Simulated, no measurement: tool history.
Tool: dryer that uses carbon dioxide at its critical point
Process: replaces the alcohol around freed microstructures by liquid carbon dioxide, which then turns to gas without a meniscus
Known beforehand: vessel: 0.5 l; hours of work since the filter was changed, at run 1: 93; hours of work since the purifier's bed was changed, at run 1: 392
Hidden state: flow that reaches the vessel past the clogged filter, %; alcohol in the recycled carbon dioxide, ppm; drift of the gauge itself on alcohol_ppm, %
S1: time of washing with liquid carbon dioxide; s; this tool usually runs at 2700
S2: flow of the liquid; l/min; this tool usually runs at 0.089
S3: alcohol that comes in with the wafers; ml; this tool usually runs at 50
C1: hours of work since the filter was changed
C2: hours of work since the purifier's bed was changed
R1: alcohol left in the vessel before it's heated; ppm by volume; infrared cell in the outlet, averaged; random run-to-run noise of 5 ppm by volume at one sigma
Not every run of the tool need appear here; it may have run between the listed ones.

{"run": 1, "hour": 0.0, "S1": 2700, "S2": 0.089, "S3": 50, "C1": 93, "C2": 392, "R1": 69}
{"run": 2, "hour": 20.7, "S1": 2700, "S2": 0.089, "S3": 50, "C1": 100, "C2": 399, "R1": 86}
{"run": 3, "hour": 60.7, "S1": 2700, "S2": 0.089, "S3": 50, "C1": 112, "C2": 411, "R1": 76}
{"run": 4, "hour": 93.6, "S1": 2700, "S2": 0.089, "S3": 50, "C1": 122, "C2": 421, "R1": 77}
{"run": 5, "hour": 133.7, "S1": 2700, "S2": 0.089, "S3": 50, "C1": 135, "C2": 434, "R1": 73}
{"run": 6, "hour": 174.1, "S1": 2700, "S2": 0.089, "S3": 50, "C1": 147, "C2": 446, "R1": 87}
{"run": 7, "hour": 195.4, "S1": 2700, "S2": 0.089, "S3": 50, "C1": 154, "C2": 453, "R1": 80}
{"run": 8, "hour": 221.5, "S1": 2700, "S2": 0.089, "S3": 50, "C1": 162, "C2": 461, "R1": 89}
{"run": 9, "hour": 245.8, "S1": 2700, "S2": 0.089, "S3": 50, "C1": 169, "C2": 468, "R1": 90}
{"run": 10, "hour": 264.2, "S1": 2700, "S2": 0.089, "S3": 50, "C1": 175, "C2": 474, "R1": 94}
{"run": 11, "hour": 295.8, "S1": 2700, "S2": 0.089, "S3": 50, "C1": 185, "C2": 484, "R1": 97}
{"run": 12, "hour": 319.5, "S1": 2700, "S2": 0.089, "S3": 50, "C1": 192, "C2": 491, "R1": 101}
{"run": 13, "hour": 345.7, "S1": 2700, "S2": 0.089, "S3": 50, "C1": 200, "C2": 499, "R1": 92}
{"run": 14, "hour": 384.8, "S1": 2700, "S2": 0.1409, "S3": 50, "C1": 212, "C2": 511, "R1": 33}
{"run": 15, "hour": 426.7, "S1": 2700, "S2": 0.1057, "S3": 50, "C1": 225, "C2": 524, "R1": 52}
{"run": 16, "hour": 446.8, "S1": 1680, "S2": 0.089, "S3": 52, "C1": 231, "C2": 531, "R1": 1124}
{"run": 17, "hour": 481.7, "S1": 1680, "S2": 0.089, "S3": 52, "C1": 242, "C2": 541, "R1": 1141}
{"run": 18, "hour": 520.2, "S1": 1860, "S2": 0.1189, "S3": 116, "C1": 254, "C2": 553, "R1": 304}
{"run": 19, "hour": 552.4, "S1": 2280, "S2": 0.089, "S3": 68, "C1": 264, "C2": 563, "R1": 330}
{"run": 20, "hour": 590.5, "S1": 2700, "S2": 0.1268, "S3": 75, "C1": 276, "C2": 575, "R1": 43}
{"run": 21, "hour": 629.4, "S1": 2700, "S2": 0.1268, "S3": 75, "C1": 288, "C2": 587, "R1": 56}
{"run": 22, "hour": 666.3, "S1": 2700, "S2": 0.1268, "S3": 75, "C1": 299, "C2": 599, "R1": 40}
{"run": 23, "hour": 691.2, "S1": 2700, "S2": 0.1268, "S3": 75, "C1": 307, "C2": 606, "R1": 42}
{"run": 24, "hour": 724.5, "S1": 2700, "S2": 0.1268, "S3": 75, "C1": 317, "C2": 617, "R1": 40}
{"run": 25, "hour": 766.9, "S1": 3420, "S2": 0.1285, "S3": 58, "C1": 330, "C2": 630, "R1": 46}
{"run": 26, "hour": 785.9, "S1": 2700, "S2": 0.0987, "S3": 50, "C1": 336, "C2": 636, "R1": 81}
{"run": 27, "hour": 805.1, "S1": 2700, "S2": 0.0564, "S3": 36, "C1": 342, "C2": 641, "R1": 878}
{"run": 28, "hour": 846.0, "S1": 3780, "S2": 0.063, "S3": 50, "C1": 355, "C2": 654, "R1": 150}
{"run": 29, "hour": 883.3, "S1": 2580, "S2": 0.0971, "S3": 120, "C1": 366, "C2": 666, "R1": 194}
{"run": 30, "hour": 916.6, "S1": 2700, "S2": 0.089, "S3": 22, "C1": 377, "C2": 676, "R1": 90}

5 options for the next run, each taken on its own from the tool as it stands now. Forecast them:
{"run": "A", "hour": 935.3, "S1": 3480, "S2": 0.0594, "S3": 21, "C1": 383, "C2": 682, "R1": "?"}
{"run": "B", "hour": 935.3, "S1": 2700, "S2": 0.0666, "S3": 23, "C1": 383, "C2": 682, "R1": "?"}
{"run": "C", "hour": 935.3, "S1": 3480, "S2": 0.0572, "S3": 32, "C1": 383, "C2": 682, "R1": "?"}
{"run": "D", "hour": 935.3, "S1": 1980, "S2": 0.0632, "S3": 50, "C1": 383, "C2": 682, "R1": "?"}
{"run": "E", "hour": 935.3, "S1": 1920, "S2": 0.089, "S3": 52, "C1": 383, "C2": 682, "R1": "?"}

run=A R1=156
run=B R1=293
run=C R1=248
run=D R1=2699
run=E R1=787
Had the tool no hidden state, the same runs would have come out as:
run=A R1=56
run=B R1=135
run=C R1=99
run=D R1=1695
run=E R1=405
